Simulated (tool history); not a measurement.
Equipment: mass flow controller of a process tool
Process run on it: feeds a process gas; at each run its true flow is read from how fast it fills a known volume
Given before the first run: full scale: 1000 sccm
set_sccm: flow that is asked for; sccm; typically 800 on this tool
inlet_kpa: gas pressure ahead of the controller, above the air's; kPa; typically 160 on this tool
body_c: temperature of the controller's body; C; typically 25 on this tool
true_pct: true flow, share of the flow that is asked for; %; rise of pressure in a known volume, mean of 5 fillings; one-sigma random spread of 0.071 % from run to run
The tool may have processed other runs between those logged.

| run | hour | set_sccm | inlet_kpa | body_c | true_pct |
|---|---|---|---|---|---|
| 1 | 0.0 | 800 | 160 | 25 | 100.33 |
| 2 | 147.7 | 800 | 199 | 25 | 100.45 |
| 3 | 215.4 | 800 | 160 | 25 | 100.30 |
| 4 | 319.7 | 800 | 160 | 24 | 100.33 |
| 5 | 422.2 | 800 | 160 | 24 | 100.30 |
| 6 | 506.9 | 800 | 160 | 32 | 100.63 |
| 7 | 594.8 | 800 | 160 | 32 | 100.66 |
| 8 | 719.8 | 800 | 160 | 32 | 100.81 |
| 9 | 799.2 | 990 | 160 | 25 | 100.99 |
| 10 | 866.6 | 990 | 160 | 25 | 101.00 |
| 11 | 948.1 | 990 | 145 | 25 | 100.89 |
| 12 | 1043.6 | 800 | 160 | 34 | 100.72 |
| 13 | 1200.0 | 800 | 160 | 34 | 100.94 |
| 14 | 1319.0 | 800 | 160 | 34 | 100.86 |
| 15 | 1418.4 | 800 | 160 | 34 | 100.99 |
| 16 | 1580.3 | 800 | 227 | 34 | 101.10 |
| 17 | 1649.3 | 800 | 227 | 34 | 101.13 |
| 18 | 1767.8 | 173 | 246 | 20 | 97.26 |
| 19 | 1835.5 | 173 | 246 | 20 | 97.25 |
| 20 | 1992.3 | 800 | 160 | 29 | 100.67 |
| 21 | 2094.0 | 615 | 160 | 29 | 100.18 |
| 22 | 2241.3 | 615 | 160 | 29 | 100.22 |
| 23 | 2396.7 | 511 | 176 | 22 | 99.36 |
| 24 | 2523.6 | 724 | 232 | 36 | 101.19 |
| 25 | 2673.3 | 724 | 232 | 36 | 101.04 |
| 26 | 2756.3 | 724 | 232 | 36 | 101.15 |
| 27 | 2859.3 | 724 | 232 | 36 | 101.09 |
| 28 | 3020.7 | 724 | 170 | 39 | 101.02 |
| 29 | 3139.7 | 724 | 170 | 39 | 100.95 |
| 30 | 3251.7 | 724 | 170 | 39 | 101.13 |
| 31 | 3408.3 | 744 | 174 | 24 | 100.51 |
| 32 | 3506.8 | 922 | 278 | 21 | 101.20 |
| 33 | 3635.4 | 922 | 278 | 21 | 101.28 |
| 34 | 3795.7 | 199 | 160 | 25 | 97.52 |

Forecast each of these 5 alternatives for the next run:
| A | 3957.2 | 118 | 160 | 31 | ? |
| B | 3957.2 | 199 | 160 | 39 | ? |
| C | 3957.2 | 409 | 153 | 25 | ? |
| D | 3957.2 | 788 | 160 | 25 | ? |
| E | 3957.2 | 800 | 172 | 20 | ? |

| run | true_pct |
|---|---|
| A | 96.10 |
| B | 98.16 |
| C | 99.23 |
| D | 100.71 |
| E | 100.58 |
What these runs would have given with no unlogged condition in the tool:
| run | true_pct |
|---|---|
| A | 98.09 |
| B | 98.53 |
| C | 98.39 |
| D | 99.32 |
| E | 99.18 |

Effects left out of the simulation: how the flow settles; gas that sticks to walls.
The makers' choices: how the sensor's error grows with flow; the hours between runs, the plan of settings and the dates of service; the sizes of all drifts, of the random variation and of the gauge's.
